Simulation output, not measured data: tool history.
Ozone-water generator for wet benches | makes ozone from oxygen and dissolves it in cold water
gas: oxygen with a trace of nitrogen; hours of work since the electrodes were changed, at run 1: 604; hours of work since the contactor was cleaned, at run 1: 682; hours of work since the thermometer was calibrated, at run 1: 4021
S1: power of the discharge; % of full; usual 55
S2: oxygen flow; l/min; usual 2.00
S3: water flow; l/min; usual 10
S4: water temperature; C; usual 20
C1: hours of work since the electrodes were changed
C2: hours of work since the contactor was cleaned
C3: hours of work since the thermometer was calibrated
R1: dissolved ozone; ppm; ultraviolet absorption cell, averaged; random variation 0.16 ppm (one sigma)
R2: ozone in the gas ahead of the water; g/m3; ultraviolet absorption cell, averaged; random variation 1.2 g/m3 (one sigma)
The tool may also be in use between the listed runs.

Run 1, day 0.000: usual settings; C1 604; C2 682; C3 4021. Result: R1 20.2 ppm, R2 216.0 g/m3.
Run 2, day 2.500: usual settings but S2 1.33 l/min; C1 653; C2 731; C3 4071. Result: R1 19.5 ppm, R2 268.7 g/m3.
Run 3, day 3.946: usual settings; C1 681; C2 760; C3 4099. Result: R1 20.3 ppm, R2 215.9 g/m3.
Run 4, day 6.342: usual settings but S2 2.04 l/min; C1 728; C2 807; C3 4146. Result: R1 20.3 ppm, R2 214.4 g/m3.
Run 5, day 7.783: usual settings but S2 2.04 l/min; C1 757; C2 835; C3 4175. Result: R1 20.5 ppm, R2 213.3 g/m3.
Run 6, day 9.671: usual settings but S2 2.04 l/min; C1 794; C2 872; C3 4212. Result: R1 20.4 ppm, R2 214.1 g/m3.
Run 7, day 11.354: usual settings but S2 2.04 l/min; C1 827; C2 905; C3 4245. Result: R1 20.5 ppm, R2 212.0 g/m3.
Run 8, day 12.758: usual settings; C1 855; C2 933; C3 4272. Result: R1 20.3 ppm, R2 217.2 g/m3.
Run 9, day 15.188: usual settings; C1 902; C2 981; C3 4320. Result: R1 20.2 ppm, R2 219.0 g/m3.
Run 10, day 16.900: usual settings; C1 936; C2 1014; C3 4354. Result: R1 20.3 ppm, R2 217.2 g/m3.
Run 11, day 19.729: usual settings; C1 992; C2 1070; C3 4409. Result: R1 20.1 ppm, R2 217.2 g/m3.
Run 12, day 21.729: usual settings but S1 66 % of full; C1 1031; C2 1109; C3 4449. Result: R1 22.4 ppm, R2 239.6 g/m3.
Run 13, day 24.154: usual settings but S1 66 % of full; C1 1079; C2 1157; C3 4496. Result: R1 22.5 ppm, R2 240.9 g/m3.
Run 14, day 27.262: usual settings but S1 78 % of full, S2 3.53 l/min; C1 1140; C2 1218; C3 4558. Result: R1 24.7 ppm, R2 194.6 g/m3.
Run 15, day 28.912: usual settings but S1 78 % of full, S2 1.31 l/min, S3 15 l/min; C1 1172; C2 1251; C3 4590. Result: R1 15.4 ppm, R2 328.1 g/m3.
Run 16, day 31.096: usual settings but S1 42 % of full, S2 2.18 l/min, S4 27 C; C1 1215; C2 1293; C3 4633. Result: R1 15.9 ppm, R2 182.0 g/m3.
Run 17, day 34.212: usual settings but S1 42 % of full, S2 2.18 l/min, S3 8 l/min, S4 28 C; C1 1276; C2 1355; C3 4694. Result: R1 18.6 ppm, R2 180.5 g/m3.
Run 18, day 36.904: usual settings but S1 42 % of full, S2 2.18 l/min, S3 8 l/min, S4 28 C; C1 1329; C2 1408; C3 4747. Result: R1 19.0 ppm, R2 181.6 g/m3.
Run 19, day 40.321: usual settings but S1 42 % of full, S2 2.18 l/min, S3 8 l/min, S4 28 C; C1 1396; C2 1475; C3 4814. Result: R1 18.9 ppm, R2 182.8 g/m3.
Run 20, day 42.821: usual settings but S1 87 % of full, S2 1.25 l/min, S3 15 l/min, S4 13 C; C1 1446; C2 1524; C3 4863. Result: R1 16.8 ppm, R2 358.2 g/m3.
Run 21, day 44.904: usual settings but S1 87 % of full, S3 8 l/min; C1 1487; C2 1565; C3 4904. Result: R1 31.4 ppm, R2 279.2 g/m3.
Run 22, day 48.288: usual settings but S1 87 % of full, S3 8 l/min; C1 1553; C2 1631; C3 4971. Result: R1 30.9 ppm, R2 281.8 g/m3.
At day 50.971: gauge calibrated.
Run 23, day 51.475: usual settings but S1 53 % of full, S2 1.18 l/min, S3 11 l/min; C1 1616; C2 1694; C3 5034. Result: R1 16.9 ppm, R2 276.1 g/m3.

4 ways to go on from here, each from the tool as it stands after run 23. What would each give?
Run A, day 53.121: usual settings but S1 85 % of full, S2 1.18 l/min, S4 18 C; C1 1648; C2 1726; C3 5066. Result: R1 ?, R2 ?.
Run B, day 53.121: usual settings but S2 1.20 l/min; C1 1648; C2 1726; C3 5066. Result: R1 ?, R2 ?.
Run C, day 53.121: usual settings but S1 83 % of full, S2 1.18 l/min, S3 11 l/min, S4 16 C; C1 1648; C2 1726; C3 5066. Result: R1 ?, R2 ?.
Run D, day 53.121: usual settings but S1 57 % of full, S2 1.18 l/min, S3 7 l/min, S4 14 C; C1 1648; C2 1726; C3 5066. Result: R1 ?, R2 ?.

run    R1     R2
  A  24.3  355.0
  B  19.2  281.0
  C  22.0  353.6
  D  28.5  290.5
Without the tool's hidden state the same runs would have given:
run    R1     R2
  A  24.3  354.7
  B  19.2  280.8
  C  22.0  353.2
  D  28.5  290.2
